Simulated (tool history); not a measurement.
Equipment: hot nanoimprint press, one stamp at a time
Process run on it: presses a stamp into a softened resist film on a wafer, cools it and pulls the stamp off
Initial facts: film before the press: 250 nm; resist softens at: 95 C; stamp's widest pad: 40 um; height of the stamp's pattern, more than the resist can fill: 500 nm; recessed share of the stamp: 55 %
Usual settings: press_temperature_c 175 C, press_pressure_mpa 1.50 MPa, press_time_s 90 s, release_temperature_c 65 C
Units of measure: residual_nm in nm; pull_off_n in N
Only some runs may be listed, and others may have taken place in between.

run	hour	press_temperature_c	press_pressure_mpa	press_time_s	release_temperature_c	residual_nm	pull_off_n
1	0.0	175	1.50	90	65	135.1	148
2	11.5	164	1.50	90	65	197.2	144
3	23.3	164	1.50	90	65	199.0	149
4	34.1	164	1.50	90	65	198.0	151
5	46.3	164	1.50	90	65	197.3	154
6	53.2	164	1.50	90	65	196.1	157
7	68.2	164	1.50	90	65	197.1	151
8	79.3	175	1.50	90	65	137.5	154
9	86.7	175	1.50	90	65	137.2	158
10	95.7	175	1.50	90	65	137.9	160
11	106.3	175	1.50	115	65	123.8	161
12	114.8	169	1.50	90	65	171.3	157
13	125.3	175	1.50	90	58	138.1	190
14	136.8	175	1.50	90	65	138.0	157
15	152.3	175	1.36	90	65	141.9	156
16	167.1	175	1.96	130	70	107.2	137
17	180.2	175	1.71	72	70	140.9	144
18	190.2	175	1.50	90	70	137.8	146
19	206.2	175	2.09	145	60	100.7	181
20	218.9	175	0.91	145	55	142.1	200
21	231.7	175	0.91	145	55	141.3	194
22	247.2	171	1.50	90	69	162.9	151
23	256.3	175	1.50	96	70	135.9	144
24	263.6	175	2.18	90	58	120.8	190
25	278.4	171	2.14	90	58	143.7	192
26	292.4	171	2.14	90	58	143.8	197
27	308.8	171	2.14	90	58	144.7	190
28	324.6	171	2.14	90	58	144.4	185
29	340.4	171	2.14	90	58	143.5	200

Forecast each of these 3 alternatives for the next run:
A	356.5	178	1.50	123	51	?	?
B	356.5	175	1.50	117	65	?	?
C	356.5	175	1.50	90	64	?	?

run	residual_nm	pull_off_n
A	109.9	228
B	129.0	161
C	141.5	178
The same runs, with their run-to-run variation unchanged, on a tool lacking any hidden condition would have given:
run	residual_nm	pull_off_n
A	101.9	179
B	119.9	125
C	132.1	139
